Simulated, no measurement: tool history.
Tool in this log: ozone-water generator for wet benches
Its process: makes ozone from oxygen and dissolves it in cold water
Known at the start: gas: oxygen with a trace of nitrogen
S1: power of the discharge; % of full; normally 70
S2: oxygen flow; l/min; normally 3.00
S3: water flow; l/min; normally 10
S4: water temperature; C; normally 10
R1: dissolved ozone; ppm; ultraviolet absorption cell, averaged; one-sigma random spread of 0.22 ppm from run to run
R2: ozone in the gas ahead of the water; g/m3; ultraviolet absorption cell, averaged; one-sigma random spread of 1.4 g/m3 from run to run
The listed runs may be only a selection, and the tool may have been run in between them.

run   hour  S1    S2  S3  S4    R1     R2
  1    0.0  70  3.00  10  10  28.5  244.2
  2   83.8  70  3.00  10  10  28.6  242.5
  3  168.7  70  3.00  10  10  28.6  239.7
  4  270.2  70  3.00  10  15  26.4  241.4
  5  368.1  70  3.00  10  15  26.2  240.1
  6  436.7  70  3.00  10  15  25.9  239.1
  7  542.2  70  3.00  10  15  25.9  235.3
     589.1  -- water thermometer calibrated
  8  608.1  56  3.00  10  10  24.8  212.6
  9  660.9  96  3.00   7   7  44.7  280.0
 10  763.1  96  3.00   7   7  44.6  279.2

4 options for the next run, each taken on its own from the tool as it stands now. Forecast them:
  A  869.6  70  2.45   8   5   ?   ?
  B  869.6  96  3.00  11   7   ?   ?
  C  869.6  70  3.00  11   5   ?   ?
  D  869.6  41  3.00   7  11   ?   ?

run    R1     R2
  A  34.5  263.0
  B  31.4  279.7
  C  27.2  235.4
  D  26.3  177.3
What these runs would have given with no unlogged condition in the tool:
run    R1     R2
  A  39.7  297.5
  B  37.0  323.3
  C  31.4  266.3
  D  29.2  193.2
